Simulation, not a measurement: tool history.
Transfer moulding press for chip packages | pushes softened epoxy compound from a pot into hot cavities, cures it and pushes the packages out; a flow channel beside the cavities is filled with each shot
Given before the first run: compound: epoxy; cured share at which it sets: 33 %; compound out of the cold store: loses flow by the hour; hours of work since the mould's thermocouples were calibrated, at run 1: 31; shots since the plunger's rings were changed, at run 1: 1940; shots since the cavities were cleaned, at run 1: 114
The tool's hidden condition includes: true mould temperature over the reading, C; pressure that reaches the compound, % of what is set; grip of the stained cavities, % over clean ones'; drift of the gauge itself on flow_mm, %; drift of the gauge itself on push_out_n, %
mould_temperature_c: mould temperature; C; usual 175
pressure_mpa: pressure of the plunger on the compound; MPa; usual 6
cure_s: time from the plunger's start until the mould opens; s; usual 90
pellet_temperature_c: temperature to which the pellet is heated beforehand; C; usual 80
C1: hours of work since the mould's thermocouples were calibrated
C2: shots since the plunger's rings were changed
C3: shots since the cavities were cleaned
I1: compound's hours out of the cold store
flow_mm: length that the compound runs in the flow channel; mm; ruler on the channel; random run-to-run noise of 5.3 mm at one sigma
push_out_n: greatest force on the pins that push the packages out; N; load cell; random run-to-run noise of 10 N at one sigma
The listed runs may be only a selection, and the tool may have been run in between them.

Run 1, hour 0: usual settings; C1 31; C2 1940; C3 114; I1 46.3. Result: flow_mm 501 mm, push_out_n 434 N.
Run 2, hour 5.2: usual settings but pressure_mpa 7.27 MPa; C1 34; C2 1980; C3 154; I1 14.7. Result: flow_mm 645 mm, push_out_n 481 N.
Run 3, hour 12.9: usual settings but pressure_mpa 7.27 MPa; C1 37; C2 2039; C3 213; I1 33. Result: flow_mm 595 mm, push_out_n 462 N.
Run 4, hour 24: usual settings but pressure_mpa 7.27 MPa; C1 42; C2 2123; C3 297; I1 36.2. Result: flow_mm 584 mm, push_out_n 462 N.
Run 5, hour 31.8: usual settings but pressure_mpa 7.27 MPa; C1 45; C2 2182; C3 356; I1 29.1. Result: flow_mm 593 mm, push_out_n 482 N.
Run 6, hour 40.2: usual settings but pressure_mpa 7.27 MPa; C1 48; C2 2246; C3 420; I1 21.3. Result: flow_mm 630 mm, push_out_n 500 N.
Run 7, hour 49.4: usual settings but pressure_mpa 6.39 MPa, cure_s 129 s, pellet_temperature_c 75 C; C1 52; C2 2315; C3 489; I1 20.7. Result: flow_mm 591 mm, push_out_n 299 N.
Run 8, hour 58.9: usual settings but pressure_mpa 6.39 MPa, cure_s 129 s, pellet_temperature_c 75 C; C1 56; C2 2388; C3 562; I1 13.3. Result: flow_mm 612 mm, push_out_n 300 N.
Run 9, hour 66.2: usual settings but mould_temperature_c 182 C, cure_s 118 s; C1 59; C2 2443; C3 617; I1 46.4. Result: flow_mm 493 mm, push_out_n 291 N.
Run 10, hour 73.4: usual settings but mould_temperature_c 179 C, pressure_mpa 7.29 MPa, cure_s 105 s, pellet_temperature_c 84 C; C1 63; C2 2498; C3 672; I1 11.9. Result: flow_mm 639 mm, push_out_n 300 N.

5 options for the next run, each taken on its own from the tool as it stands now. Forecast them:
Run A, hour 82.8: usual settings but mould_temperature_c 176 C, pressure_mpa 5.44 MPa, cure_s 105 s, pellet_temperature_c 84 C; C1 66; C2 2569; C3 743; I1 35.6. Result: flow_mm ?, push_out_n ?.
Run B, hour 82.8: usual settings but mould_temperature_c 172 C, cure_s 111 s, pellet_temperature_c 83 C; C1 66; C2 2569; C3 743; I1 21.9. Result: flow_mm ?, push_out_n ?.
Run C, hour 82.8: usual settings but mould_temperature_c 179 C, pressure_mpa 5.73 MPa, cure_s 114 s, pellet_temperature_c 71 C; C1 66; C2 2569; C3 743; I1 32.9. Result: flow_mm ?, push_out_n ?.
Run D, hour 82.8: usual settings but mould_temperature_c 179 C, pressure_mpa 6.29 MPa, cure_s 97 s, pellet_temperature_c 79 C; C1 66; C2 2569; C3 743; I1 44.8. Result: flow_mm ?, push_out_n ?.
Run E, hour 82.8: usual settings but mould_temperature_c 179 C, pressure_mpa 6.77 MPa, cure_s 105 s, pellet_temperature_c 84 C; C1 66; C2 2569; C3 743; I1 37.1. Result: flow_mm ?, push_out_n ?.

run  flow_mm  push_out_n
  A      504         343
  B      574         377
  C      511         299
  D      515         334
  E      542         307
With the hidden condition removed and each run's random variation left untouched, the same runs would have given:
run  flow_mm  push_out_n
  A      504         339
  B      575         372
  C      512         295
  D      515         330
  E      542         303
